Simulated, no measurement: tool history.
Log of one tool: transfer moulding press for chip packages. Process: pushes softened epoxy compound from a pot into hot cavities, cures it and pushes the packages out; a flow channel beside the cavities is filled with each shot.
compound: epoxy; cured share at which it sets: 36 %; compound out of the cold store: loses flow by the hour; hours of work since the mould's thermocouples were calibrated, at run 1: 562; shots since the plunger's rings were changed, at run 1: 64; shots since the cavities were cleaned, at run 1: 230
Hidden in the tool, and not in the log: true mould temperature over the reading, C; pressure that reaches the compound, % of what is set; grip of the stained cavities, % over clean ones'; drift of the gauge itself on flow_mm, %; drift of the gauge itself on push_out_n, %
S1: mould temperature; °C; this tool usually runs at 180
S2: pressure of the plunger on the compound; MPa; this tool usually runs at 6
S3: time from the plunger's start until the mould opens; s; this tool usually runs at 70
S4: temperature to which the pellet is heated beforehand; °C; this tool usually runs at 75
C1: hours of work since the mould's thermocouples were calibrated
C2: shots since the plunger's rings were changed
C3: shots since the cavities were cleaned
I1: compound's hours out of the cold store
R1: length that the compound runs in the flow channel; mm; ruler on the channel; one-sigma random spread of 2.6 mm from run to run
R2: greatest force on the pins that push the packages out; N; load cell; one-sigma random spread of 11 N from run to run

{"run": 1, "hour": 0.0, "S1": 180, "S2": 6, "S3": 70, "S4": 75, "C1": 562, "C2": 64, "C3": 230, "I1": 41.2, "R1": 617, "R2": 494}
{"run": 2, "hour": 24.4, "S1": 180, "S2": 6, "S3": 70, "S4": 75, "C1": 578, "C2": 453, "C3": 619, "I1": 17.9, "R1": 699, "R2": 657}
{"hour": 29.7, "done": "cavities cleaned with cleaning compound and waxed"}
{"run": 3, "hour": 40.1, "S1": 180, "S2": 6, "S3": 70, "S4": 75, "C1": 587, "C2": 679, "C3": 165, "I1": 24.4, "R1": 671, "R2": 514}
{"run": 4, "hour": 59.5, "S1": 180, "S2": 4.76, "S3": 70, "S4": 75, "C1": 599, "C2": 989, "C3": 475, "I1": 19.6, "R1": 611, "R2": 590}
{"hour": 73.3, "done": "cavities cleaned with cleaning compound and waxed"}
{"run": 5, "hour": 85.4, "S1": 180, "S2": 6, "S3": 70, "S4": 75, "C1": 615, "C2": 1378, "C3": 193, "I1": 9.3, "R1": 726, "R2": 560}
{"run": 6, "hour": 102.9, "S1": 180, "S2": 6, "S3": 70, "S4": 75, "C1": 627, "C2": 1658, "C3": 473, "I1": 42.4, "R1": 591, "R2": 574}
{"hour": 118.8, "done": "cavities cleaned with cleaning compound and waxed"}
{"run": 7, "hour": 120.2, "S1": 180, "S2": 6, "S3": 70, "S4": 75, "C1": 637, "C2": 1910, "C3": 22, "I1": 12.8, "R1": 707, "R2": 467}
{"run": 8, "hour": 136.2, "S1": 180, "S2": 6, "S3": 70, "S4": 75, "C1": 647, "C2": 2166, "C3": 278, "I1": 26.3, "R1": 646, "R2": 574}
{"run": 9, "hour": 152.5, "S1": 180, "S2": 6, "S3": 70, "S4": 75, "C1": 658, "C2": 2425, "C3": 537, "I1": 20, "R1": 666, "R2": 622}
{"hour": 164.0, "done": "cavities cleaned with cleaning compound and waxed"}
{"hour": 172.3, "done": "plunger's sealing rings changed"}
{"run": 10, "hour": 175.4, "S1": 180, "S2": 6, "S3": 70, "S4": 75, "C1": 670, "C2": 49, "C3": 143, "I1": 30.1, "R1": 655, "R2": 500}
{"run": 11, "hour": 200.6, "S1": 180, "S2": 6, "S3": 70, "S4": 75, "C1": 686, "C2": 450, "C3": 544, "I1": 40.6, "R1": 611, "R2": 603}
{"hour": 211.2, "done": "cavities cleaned with cleaning compound and waxed"}
{"run": 12, "hour": 219.1, "S1": 180, "S2": 6, "S3": 70, "S4": 67, "C1": 697, "C2": 722, "C3": 127, "I1": 26.6, "R1": 661, "R2": 521}
{"run": 13, "hour": 243.9, "S1": 180, "S2": 6, "S3": 70, "S4": 67, "C1": 713, "C2": 1117, "C3": 522, "I1": 27.8, "R1": 652, "R2": 630}
{"hour": 256.3, "done": "cavities cleaned with cleaning compound and waxed"}
{"run": 14, "hour": 271.4, "S1": 180, "S2": 6.27, "S3": 52, "S4": 69, "C1": 730, "C2": 1531, "C3": 240, "I1": 41.3, "R1": 610, "R2": 1242}
{"hour": 275.1, "done": "mould's thermocouples calibrated"}
{"run": 15, "hour": 292.7, "S1": 180, "S2": 4.87, "S3": 70, "S4": 71, "C1": 11, "C2": 1839, "C3": 548, "I1": 18.1, "R1": 612, "R2": 624}
{"hour": 302.8, "done": "cavities cleaned with cleaning compound and waxed"}
{"run": 16, "hour": 312.3, "S1": 180, "S2": 4.87, "S3": 70, "S4": 71, "C1": 23, "C2": 2128, "C3": 151, "I1": 12.4, "R1": 629, "R2": 525}
{"hour": 329.5, "done": "mould's thermocouples calibrated, once more"}
{"run": 17, "hour": 337.5, "S1": 180, "S2": 6, "S3": 73, "S4": 72, "C1": 5, "C2": 2499, "C3": 522, "I1": 23.3, "R1": 649, "R2": 608}
{"hour": 350.3, "done": "plunger's sealing rings changed"}
{"hour": 351.8, "done": "cavities cleaned with cleaning compound and waxed"}
{"run": 18, "hour": 364.9, "S1": 182, "S2": 6, "S3": 70, "S4": 70, "C1": 20, "C2": 208, "C3": 208, "I1": 10.3, "R1": 732, "R2": 538}
{"run": 19, "hour": 384.8, "S1": 187, "S2": 4.87, "S3": 65, "S4": 67, "C1": 33, "C2": 526, "C3": 526, "I1": 38.8, "R1": 545, "R2": 533}
{"hour": 397.7, "done": "cavities cleaned with cleaning compound and waxed"}
{"run": 20, "hour": 409.6, "S1": 180, "S2": 5.61, "S3": 59, "S4": 75, "C1": 48, "C2": 897, "C3": 189, "I1": 45.7, "R1": 572, "R2": 849}
{"run": 21, "hour": 433.5, "S1": 187, "S2": 6.32, "S3": 96, "S4": 78, "C1": 64, "C2": 1279, "C3": 571, "I1": 14.5, "R1": 706, "R2": 428}
{"hour": 442.1, "done": "cavities cleaned with cleaning compound and waxed"}
{"run": 22, "hour": 447.2, "S1": 184, "S2": 4.59, "S3": 70, "S4": 75, "C1": 72, "C2": 1474, "C3": 81, "I1": 37, "R1": 533, "R2": 400}
{"run": 23, "hour": 467.7, "S1": 180, "S2": 7.01, "S3": 70, "S4": 68, "C1": 85, "C2": 1800, "C3": 407, "I1": 16.7, "R1": 748, "R2": 663}
{"run": 24, "hour": 481.0, "S1": 180, "S2": 7.01, "S3": 70, "S4": 68, "C1": 93, "C2": 2012, "C3": 619, "I1": 23.3, "R1": 716, "R2": 683}
{"hour": 486.7, "done": "cavities cleaned with cleaning compound and waxed"}
{"run": 25, "hour": 508.7, "S1": 180, "S2": 7.01, "S3": 70, "S4": 68, "C1": 110, "C2": 2431, "C3": 352, "I1": 42.3, "R1": 633, "R2": 575}
{"hour": 526.5, "done": "plunger's sealing rings changed"}
{"hour": 533.8, "done": "cavities cleaned with cleaning compound and waxed"}
{"run": 26, "hour": 539.1, "S1": 180, "S2": 6.68, "S3": 70, "S4": 81, "C1": 127, "C2": 177, "C3": 84, "I1": 40.6, "R1": 654, "R2": 460}

Hidden state at the last listed run before each entry between runs and at the first one after, where it differs:
After run 2, before run 3: cavities cleaned with cleaning compound and waxed (hour 29.7)
  true mould temperature over the reading, C: 1.1 -> 1.12; pressure that reaches the compound, % of what is set: 97.98 -> 97.05; grip of the stained cavities, % over clean ones': 44.9 -> 19.2
  what was measured, less what the result would be without the hidden state, R1: -10 -> -13 mm; R2: +169 -> +52 N
After run 4, before run 5: cavities cleaned with cleaning compound and waxed (hour 73.3)
  true mould temperature over the reading, C: 1.14 -> 1.16; pressure that reaches the compound, % of what is set: 95.78 -> 94.26; grip of the stained cavities, % over clean ones': 40.9 -> 22.2
  what was measured, less what the result would be without the hidden state, R1: -16 -> -25 mm; R2: +139 -> +64 N
After run 6, before run 7: cavities cleaned with cleaning compound and waxed (hour 118.8)
  true mould temperature over the reading, C: 1.18 -> 1.19; pressure that reaches the compound, % of what is set: 93.17 -> 92.25; grip of the stained cavities, % over clean ones': 40.6 -> 4.3
  what was measured, less what the result would be without the hidden state, R1: -23 -> -32 mm; R2: +136 -> -19 N
After run 9, before run 10: cavities cleaned with cleaning compound and waxed (hour 164); plunger's sealing rings changed (hour 172.3)
  true mould temperature over the reading, C: 1.23 -> 1.24; pressure that reaches the compound, % of what is set: 90.24 -> 98.66; grip of the stained cavities, % over clean ones': 44 -> 16.7
  what was measured, less what the result would be without the hidden state, R1: -38 -> -7 mm; R2: +153 -> +38 N
After run 11, before run 12: cavities cleaned with cleaning compound and waxed (hour 211.2)
  true mould temperature over the reading, C: 1.27 -> 1.28; pressure that reaches the compound, % of what is set: 97.09 -> 96.13; grip of the stained cavities, % over clean ones': 42.5 -> 16.8
  what was measured, less what the result would be without the hidden state, R1: -11 -> -16 mm; R2: +147 -> +36 N
After run 13, before run 14: cavities cleaned with cleaning compound and waxed (hour 256.3)
  true mould temperature over the reading, C: 1.31 -> 1.33; pressure that reaches the compound, % of what is set: 94.55 -> 92.96; grip of the stained cavities, % over clean ones': 43 -> 26.3
  what was measured, less what the result would be without the hidden state, R1: -22 -> -25 mm; R2: +151 -> +195 N
After run 14, before run 15: mould's thermocouples calibrated (hour 275.1)
  true mould temperature over the reading, C: 1.33 -> 1.98; pressure that reaches the compound, % of what is set: 92.96 -> 91.85; grip of the stained cavities, % over clean ones': 26.3 -> 43.4
  what was measured, less what the result would be without the hidden state, R1: -25 -> -31 mm; R2: +195 -> +128 N
After run 15, before run 16: cavities cleaned with cleaning compound and waxed (hour 302.8)
  true mould temperature over the reading, C: 1.98 -> 2; pressure that reaches the compound, % of what is set: 91.85 -> 90.78; grip of the stained cavities, % over clean ones': 43.4 -> 19.5
  what was measured, less what the result would be without the hidden state, R1: -31 -> -36 mm; R2: +128 -> +22 N
After run 16, before run 17: mould's thermocouples calibrated, once more (hour 329.5)
  true mould temperature over the reading, C: 2 -> 0.16; pressure that reaches the compound, % of what is set: 90.78 -> 89.35; grip of the stained cavities, % over clean ones': 19.5 -> 43.8
  what was measured, less what the result would be without the hidden state, R1: -36 -> -38 mm; R2: +22 -> +183 N
After run 17, before run 18: plunger's sealing rings changed (hour 350.3); cavities cleaned with cleaning compound and waxed (hour 351.8)
  true mould temperature over the reading, C: 0.16 -> 0.18; pressure that reaches the compound, % of what is set: 89.35 -> 98.83; grip of the stained cavities, % over clean ones': 43.8 -> 21.7
  what was measured, less what the result would be without the hidden state, R1: -38 -> -5 mm; R2: +183 -> +91 N
After run 19, before run 20: cavities cleaned with cleaning compound and waxed (hour 397.7)
  true mould temperature over the reading, C: 0.2 -> 0.22; pressure that reaches the compound, % of what is set: 97.67 -> 96.23; grip of the stained cavities, % over clean ones': 42.8 -> 21.2
  what was measured, less what the result would be without the hidden state, R1: -7 -> -11 mm; R2: +158 -> +138 N
After run 21, before run 22: cavities cleaned with cleaning compound and waxed (hour 442.1)
  true mould temperature over the reading, C: 0.25 -> 0.26; pressure that reaches the compound, % of what is set: 94.83 -> 94.01; grip of the stained cavities, % over clean ones': 44.7 -> 13.2
  what was measured, less what the result would be without the hidden state, R1: -20 -> -18 mm; R2: +130 -> +43 N
After run 24, before run 25: cavities cleaned with cleaning compound and waxed (hour 486.7)
  true mould temperature over the reading, C: 0.29 -> 0.32; pressure that reaches the compound, % of what is set: 91.89 -> 90.3; grip of the stained cavities, % over clean ones': 47.3 -> 34.6
  what was measured, less what the result would be without the hidden state, R1: -31 -> -34 mm; R2: +209 -> +137 N
After run 25, before run 26: plunger's sealing rings changed (hour 526.5); cavities cleaned with cleaning compound and waxed (hour 533.8)
  true mould temperature over the reading, C: 0.32 -> 0.34; pressure that reaches the compound, % of what is set: 90.3 -> 98.97; grip of the stained cavities, % over clean ones': 34.6 -> 10.8
  what was measured, less what the result would be without the hidden state, R1: -34 -> -4 mm; R2: +137 -> +36 N
